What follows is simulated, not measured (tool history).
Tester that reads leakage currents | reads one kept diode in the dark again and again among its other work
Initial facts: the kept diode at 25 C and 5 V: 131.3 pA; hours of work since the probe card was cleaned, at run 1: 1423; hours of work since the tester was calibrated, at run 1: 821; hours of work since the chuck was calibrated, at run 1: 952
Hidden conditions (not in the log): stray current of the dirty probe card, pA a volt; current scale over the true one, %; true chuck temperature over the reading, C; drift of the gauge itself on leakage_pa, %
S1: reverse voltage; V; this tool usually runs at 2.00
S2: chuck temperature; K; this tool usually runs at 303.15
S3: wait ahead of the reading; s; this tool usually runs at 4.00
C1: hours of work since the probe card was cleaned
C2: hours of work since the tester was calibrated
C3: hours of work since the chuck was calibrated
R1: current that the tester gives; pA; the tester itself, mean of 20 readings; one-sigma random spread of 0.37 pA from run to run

| run | day | S1 | S2 | S3 | C1 | C2 | C3 | R1 |
|---|---|---|---|---|---|---|---|---|
| 1 | 0.000 | 2.00 | 303.15 | 4.00 | 1423 | 821 | 952 | 128.89 |
| 2 | 4.638 | 2.00 | 303.15 | 2.99 | 1508 | 906 | 1037 | 129.92 |
| 3 | 11.254 | 2.00 | 303.15 | 7.11 | 1630 | 1028 | 1159 | 130.46 |
| 4 | 15.208 | 2.00 | 303.15 | 7.11 | 1703 | 1101 | 1232 | 130.11 |
| 5 | 21.433 | 2.00 | 303.15 | 7.11 | 1817 | 1215 | 1346 | 130.85 |
|  | 23.888 | probe card cleaned and baked |
| 6 | 29.633 | 4.11 | 303.15 | 4.00 | 106 | 1364 | 1495 | 185.95 |
| 7 | 36.338 | 4.11 | 303.15 | 4.00 | 229 | 1487 | 1618 | 187.39 |
| 8 | 43.271 | 2.00 | 303.15 | 4.00 | 357 | 1615 | 1746 | 128.18 |
| 9 | 50.967 | 2.00 | 303.15 | 4.00 | 498 | 1757 | 1888 | 127.81 |
| 10 | 54.471 | 2.00 | 303.15 | 4.00 | 563 | 1821 | 1952 | 129.41 |
|  | 58.517 | chuck's temperature calibrated |
| 11 | 62.658 | 2.00 | 303.15 | 4.00 | 712 | 1970 | 76 | 120.91 |
| 12 | 68.408 | 2.00 | 303.15 | 4.00 | 818 | 2076 | 182 | 121.96 |
| 13 | 75.312 | 2.00 | 308.15 | 4.00 | 945 | 2203 | 309 | 181.27 |
| 14 | 79.458 | 2.00 | 315.15 | 4.00 | 1021 | 2279 | 386 | 310.00 |
| 15 | 87.338 | 2.00 | 315.15 | 4.00 | 1166 | 2425 | 531 | 311.05 |
| 16 | 95.350 | 2.00 | 303.15 | 4.00 | 1314 | 2572 | 678 | 124.16 |
| 17 | 100.129 | 1.42 | 319.15 | 1.01 | 1402 | 2660 | 766 | 350.90 |
| 18 | 107.500 | 7.86 | 300.15 | 4.00 | 1538 | 2796 | 902 | 214.08 |
| 19 | 112.896 | 7.86 | 300.15 | 4.00 | 1637 | 2895 | 1001 | 216.06 |
| 20 | 117.050 | 4.04 | 309.15 | 4.00 | 1713 | 2971 | 1077 | 296.05 |
| 21 | 122.175 | 4.04 | 309.15 | 4.00 | 1808 | 3066 | 1172 | 297.09 |
|  | 124.896 | probe card cleaned and baked |
|  | 125.958 | tester calibrated |
| 22 | 130.608 | 3.33 | 309.15 | 4.00 | 104 | 86 | 1323 | 267.18 |
| 23 | 134.654 | 3.33 | 330.15 | 1.93 | 178 | 160 | 1398 | 1251.32 |
| 24 | 142.162 | 3.33 | 330.15 | 1.93 | 316 | 298 | 1536 | 1255.87 |
| 25 | 149.092 | 3.33 | 330.15 | 1.93 | 444 | 426 | 1663 | 1255.97 |
| 26 | 154.646 | 6.17 | 303.15 | 1.30 | 546 | 528 | 1766 | 238.00 |
| 27 | 162.271 | 8.52 | 303.15 | 4.00 | 686 | 668 | 1906 | 286.46 |
| 28 | 166.629 | 5.24 | 303.15 | 4.00 | 767 | 749 | 1986 | 220.07 |
|  | 168.962 | chuck's temperature calibrated |
| 29 | 173.854 | 5.24 | 294.15 | 4.00 | 898 | 880 | 90 | 102.07 |
| 30 | 179.954 | 1.51 | 325.15 | 0.77 | 1010 | 992 | 202 | 558.58 |
| 31 | 184.667 | 2.00 | 319.15 | 4.00 | 1097 | 1079 | 289 | 420.55 |

Run 32, settings as shown, results not yet in. Your forecast:
| 32 | 188.638 | 2.00 | 319.15 | 4.00 | 1170 | 1152 | 362 | ? |

Logged for run 32: R1 425.37 pA.
Take away the tool's hidden state, keep the run-to-run variation as it was, and the same run would have given R1 425.33 pA.
